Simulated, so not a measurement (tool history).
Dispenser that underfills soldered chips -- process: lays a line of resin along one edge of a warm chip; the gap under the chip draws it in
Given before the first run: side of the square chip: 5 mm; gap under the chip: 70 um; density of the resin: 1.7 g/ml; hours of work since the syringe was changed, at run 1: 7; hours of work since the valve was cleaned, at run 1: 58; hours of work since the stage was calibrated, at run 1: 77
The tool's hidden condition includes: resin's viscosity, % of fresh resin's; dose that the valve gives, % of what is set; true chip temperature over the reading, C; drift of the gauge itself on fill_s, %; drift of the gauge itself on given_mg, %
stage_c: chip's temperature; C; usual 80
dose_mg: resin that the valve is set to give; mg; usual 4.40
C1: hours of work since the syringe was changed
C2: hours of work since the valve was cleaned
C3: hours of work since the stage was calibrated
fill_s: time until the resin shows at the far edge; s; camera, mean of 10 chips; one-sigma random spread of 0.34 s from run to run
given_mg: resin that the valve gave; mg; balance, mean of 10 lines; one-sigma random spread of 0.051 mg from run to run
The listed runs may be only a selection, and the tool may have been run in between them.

{"run": 1, "hour": 0.0, "stage_c": 80, "dose_mg": 4.4, "C1": 7, "C2": 58, "C3": 77, "fill_s": 22.3, "given_mg": 4.12}
{"hour": 6.1, "done": "new syringe of resin"}
{"run": 2, "hour": 6.1, "stage_c": 95, "dose_mg": 4.4, "C1": 0, "C2": 62, "C3": 81, "fill_s": 10.8, "given_mg": 4.14}
{"run": 3, "hour": 10.6, "stage_c": 94, "dose_mg": 4.4, "C1": 3, "C2": 65, "C3": 84, "fill_s": 12.2, "given_mg": 4.2}
{"run": 4, "hour": 16.0, "stage_c": 94, "dose_mg": 4.4, "C1": 7, "C2": 68, "C3": 88, "fill_s": 14.3, "given_mg": 4.1}
{"run": 5, "hour": 20.5, "stage_c": 80, "dose_mg": 4.4, "C1": 10, "C2": 71, "C3": 91, "fill_s": 24.5, "given_mg": 4.08}
{"hour": 22.2, "done": "new syringe of resin"}
{"run": 6, "hour": 25.9, "stage_c": 80, "dose_mg": 4.4, "C1": 3, "C2": 75, "C3": 95, "fill_s": 19.4, "given_mg": 4.11}
{"run": 7, "hour": 32.7, "stage_c": 87, "dose_mg": 4.41, "C1": 7, "C2": 80, "C3": 99, "fill_s": 17.7, "given_mg": 4.06}
{"hour": 37.4, "done": "dispensing valve cleaned and set on the balance"}
{"run": 8, "hour": 38.1, "stage_c": 87, "dose_mg": 4.41, "C1": 10, "C2": 1, "C3": 102, "fill_s": 19.7, "given_mg": 4.4}
{"hour": 39.2, "done": "new syringe of resin"}
{"run": 9, "hour": 42.2, "stage_c": 86, "dose_mg": 3.83, "C1": 2, "C2": 3, "C3": 105, "fill_s": 16.0, "given_mg": 3.86}
{"run": 10, "hour": 46.8, "stage_c": 86, "dose_mg": 3.83, "C1": 5, "C2": 6, "C3": 108, "fill_s": 17.1, "given_mg": 3.9}

Run 11 comes next. What will it give?
{"run": 11, "hour": 53.3, "stage_c": 70, "dose_mg": 4.33, "C1": 10, "C2": 11, "C3": 113, "fill_s": "?", "given_mg": "?"}

{"run 11": {"fill_s": 32.6, "given_mg": 4.17}}
The same run, on a tool lacking any hidden state, would have yielded fill_s 23.4 s, given_mg 4.21 mg.
